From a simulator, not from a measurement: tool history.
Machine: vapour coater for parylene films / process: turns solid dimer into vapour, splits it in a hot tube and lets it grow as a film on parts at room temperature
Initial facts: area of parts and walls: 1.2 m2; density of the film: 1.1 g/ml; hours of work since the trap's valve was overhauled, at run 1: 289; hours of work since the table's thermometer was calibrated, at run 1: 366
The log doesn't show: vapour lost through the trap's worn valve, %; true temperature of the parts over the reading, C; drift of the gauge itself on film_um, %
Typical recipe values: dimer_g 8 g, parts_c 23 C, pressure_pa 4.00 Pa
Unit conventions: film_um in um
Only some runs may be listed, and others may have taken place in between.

run	hour	dimer_g	parts_c	pressure_pa	hours of work since the trap's valve was overhauled	hours of work since the table's thermometer was calibrated	film_um
1	0.0	8	23	4.00	289	366	3.66
2	17.1	8	23	4.00	297	375	3.64
3	30.8	8	20	4.00	304	381	4.13
4	43.3	8	20	4.00	310	388	4.07
5	71.5	8	16	4.00	324	402	5.00
6	83.6	8	16	4.00	330	407	5.04
7	104.9	8	16	4.00	340	418	4.95
8	121.2	8	23	3.57	348	426	3.69
9	142.1	8	23	3.57	359	436	3.62
10	159.5	8	23	3.57	367	445	3.63
11	171.1	8	31	4.00	373	451	2.47
12	183.4	8	23	7.34	379	457	3.44
13	196.5	8	23	7.34	385	463	3.41
# hour 219.1: trap's valve overhauled
14	223.5	8	23	7.34	2	474	3.55
15	249.9	8	23	7.34	15	487	3.57
16	268.7	8	23	4.00	24	497	3.75
17	291.7	8	23	4.00	36	508	3.75
18	313.5	8	23	4.00	46	519	3.74
19	335.1	14	23	3.01	57	529	6.79

Estimate the outcome of run 20 from the log above:
20	355.7	9	29	3.99	67	539	?

{"run 20": {"film_um": 3.2}}
With the hidden condition absent and the run-to-run variation left alone, this run would have shown film_um 3.20 um.
